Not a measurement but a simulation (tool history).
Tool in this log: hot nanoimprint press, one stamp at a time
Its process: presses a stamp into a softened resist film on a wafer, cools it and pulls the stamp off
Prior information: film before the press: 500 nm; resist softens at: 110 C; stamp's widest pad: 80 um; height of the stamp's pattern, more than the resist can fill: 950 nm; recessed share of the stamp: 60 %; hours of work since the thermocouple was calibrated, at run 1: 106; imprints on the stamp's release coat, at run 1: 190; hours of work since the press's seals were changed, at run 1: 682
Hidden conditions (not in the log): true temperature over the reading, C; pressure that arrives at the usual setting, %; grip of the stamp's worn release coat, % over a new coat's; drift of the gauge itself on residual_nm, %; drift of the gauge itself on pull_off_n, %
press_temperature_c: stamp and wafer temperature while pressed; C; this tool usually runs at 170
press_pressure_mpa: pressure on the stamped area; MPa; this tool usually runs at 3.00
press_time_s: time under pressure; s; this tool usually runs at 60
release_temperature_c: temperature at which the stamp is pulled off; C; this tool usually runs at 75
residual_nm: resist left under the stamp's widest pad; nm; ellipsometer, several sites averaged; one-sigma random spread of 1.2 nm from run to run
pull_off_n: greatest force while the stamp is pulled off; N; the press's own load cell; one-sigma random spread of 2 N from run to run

| run | hour | press_temperature_c | press_pressure_mpa | press_time_s | release_temperature_c | hours of work since the thermocouple was calibrated | imprints on the stamp's release coat | hours of work since the press's seals were changed | residual_nm | pull_off_n |
|---|---|---|---|---|---|---|---|---|---|---|
| 1 | 0.0 | 170 | 3.00 | 60 | 75 | 106 | 190 | 682 | 252.3 | 244 |
| 2 | 55.8 | 170 | 3.51 | 60 | 75 | 141 | 340 | 717 | 233.4 | 251 |
| 3 | 100.9 | 170 | 3.00 | 60 | 75 | 169 | 461 | 745 | 255.7 | 253 |
| 4 | 136.1 | 170 | 3.00 | 60 | 75 | 191 | 556 | 767 | 255.5 | 256 |
| 5 | 217.0 | 170 | 4.02 | 60 | 75 | 241 | 774 | 817 | 221.5 | 262 |
| 6 | 286.9 | 170 | 3.66 | 60 | 75 | 285 | 962 | 861 | 234.5 | 265 |
|  | 338.0 | stamp cleaned and given a new release coat |
| 7 | 342.6 | 170 | 3.66 | 60 | 75 | 316 | 12 | 892 | 236.5 | 240 |
| 8 | 412.2 | 170 | 3.66 | 103 | 75 | 359 | 199 | 935 | 196.4 | 247 |
| 9 | 466.9 | 170 | 3.66 | 103 | 75 | 393 | 347 | 969 | 197.8 | 246 |
| 10 | 552.8 | 170 | 3.66 | 103 | 75 | 447 | 578 | 1023 | 197.9 | 258 |
| 11 | 591.7 | 170 | 3.66 | 103 | 75 | 471 | 683 | 1047 | 199.9 | 258 |
|  | 602.2 | plate thermocouple calibrated |
| 12 | 667.0 | 170 | 3.66 | 103 | 64 | 40 | 877 | 1092 | 205.0 | 306 |
| 13 | 728.1 | 170 | 3.66 | 103 | 64 | 78 | 1042 | 1130 | 206.1 | 305 |
|  | 751.7 | plate thermocouple calibrated, once more |
|  | 757.7 | stamp cleaned and given a new release coat |
| 14 | 815.7 | 170 | 2.19 | 103 | 64 | 36 | 156 | 1179 | 243.5 | 266 |
| 15 | 885.3 | 179 | 3.00 | 60 | 75 | 79 | 344 | 1222 | 168.6 | 246 |
|  | 923.8 | press's hydraulic seals changed and the load cell set to zero |
| 16 | 976.5 | 171 | 3.00 | 59 | 75 | 131 | 568 | 33 | 241.1 | 252 |
| 17 | 1054.6 | 170 | 3.00 | 43 | 78 | 180 | 778 | 81 | 276.6 | 254 |
| 18 | 1131.1 | 170 | 3.58 | 45 | 77 | 227 | 984 | 129 | 253.7 | 263 |
|  | 1177.4 | stamp cleaned and given a new release coat |
| 19 | 1203.7 | 170 | 1.84 | 37 | 77 | 269 | 71 | 170 | 357.3 | 238 |
| 20 | 1280.9 | 176 | 1.84 | 37 | 77 | 317 | 279 | 218 | 297.9 | 241 |
| 21 | 1319.1 | 160 | 3.36 | 37 | 77 | 341 | 382 | 242 | 401.5 | 246 |
| 22 | 1374.7 | 160 | 3.36 | 45 | 77 | 375 | 532 | 277 | 389.4 | 250 |
| 23 | 1417.1 | 170 | 2.11 | 101 | 79 | 402 | 646 | 303 | 260.3 | 243 |
| 24 | 1471.0 | 178 | 3.00 | 60 | 75 | 435 | 791 | 337 | 182.0 | 264 |
| 25 | 1557.9 | 160 | 2.25 | 33 | 67 | 489 | 1025 | 391 | 451.2 | 300 |
|  | 1591.2 | stamp cleaned and given a new release coat |
| 26 | 1601.1 | 161 | 2.28 | 60 | 75 | 512 | 27 | 414 | 405.3 | 240 |
| 27 | 1673.0 | 161 | 2.28 | 60 | 75 | 557 | 221 | 459 | 408.3 | 248 |
| 28 | 1715.8 | 176 | 3.00 | 73 | 75 | 584 | 336 | 485 | 188.7 | 247 |
|  | 1745.4 | plate thermocouple calibrated |
| 29 | 1773.9 | 175 | 2.57 | 60 | 75 | 18 | 484 | 520 | 217.4 | 253 |

How the hidden state differs across the entries between the runs, from the last listed run before each to the first after it:
After run 6, before run 7: stamp cleaned and given a new release coat (hour 338.0)
  true temperature over the reading, C: -0.81 -> -0.89; pressure that arrives at the usual setting, %: 98.4 -> 98.33; grip of the stamp's worn release coat, % over a new coat's: 12.7 -> 0.2
  measured minus no-state result, residual_nm: +11.0 -> +11.9 nm; pull_off_n: +32 -> +3 N
After run 11, before run 12: plate thermocouple calibrated (hour 602.2)
  true temperature over the reading, C: -1.38 -> -1.92; pressure that arrives at the usual setting, %: 97.99 -> 97.89; grip of the stamp's worn release coat, % over a new coat's: 9 -> 11.6
  measured minus no-state result, residual_nm: +15.3 -> +20.8 nm; pull_off_n: +25 -> +37 N
After run 13, before run 14: plate thermocouple calibrated, once more (hour 751.7); stamp cleaned and given a new release coat (hour 757.7)
  true temperature over the reading, C: -2.02 -> 0.15; pressure that arrives at the usual setting, %: 97.81 -> 97.7; grip of the stamp's worn release coat, % over a new coat's: 13.8 -> 2.1
  measured minus no-state result, residual_nm: +22.1 -> +0.6 nm; pull_off_n: +42 -> +5 N
After run 15, before run 16: press's hydraulic seals changed and the load cell set to zero (hour 923.8)
  true temperature over the reading, C: 0.02 -> -0.13; pressure that arrives at the usual setting, %: 97.61 -> 100.39; grip of the stamp's worn release coat, % over a new coat's: 4.5 -> 7.5
  measured minus no-state result, residual_nm: +2.2 -> +0.8 nm; pull_off_n: +10 -> +18 N
After run 18, before run 19: stamp cleaned and given a new release coat (hour 1177.4)
  true temperature over the reading, C: -0.42 -> -0.54; pressure that arrives at the usual setting, %: 100.18 -> 100.09; grip of the stamp's worn release coat, % over a new coat's: 13 -> 0.9
  measured minus no-state result, residual_nm: +4.3 -> +5.8 nm; pull_off_n: +32 -> +4 N
After run 25, before run 26: stamp cleaned and given a new release coat (hour 1591.2)
  true temperature over the reading, C: -1.23 -> -1.3; pressure that arrives at the usual setting, %: 99.61 -> 99.56; grip of the stamp's worn release coat, % over a new coat's: 13.6 -> 0.4
  measured minus no-state result, residual_nm: +9.5 -> +14.7 nm; pull_off_n: +39 -> +4 N
After run 28, before run 29: plate thermocouple calibrated (hour 1745.4)
  true temperature over the reading, C: -1.51 -> 0.14; pressure that arrives at the usual setting, %: 99.4 -> 99.33; grip of the stamp's worn release coat, % over a new coat's: 4.4 -> 6.4
  measured minus no-state result, residual_nm: +12.8 -> -0.6 nm; pull_off_n: +15 -> +15 N
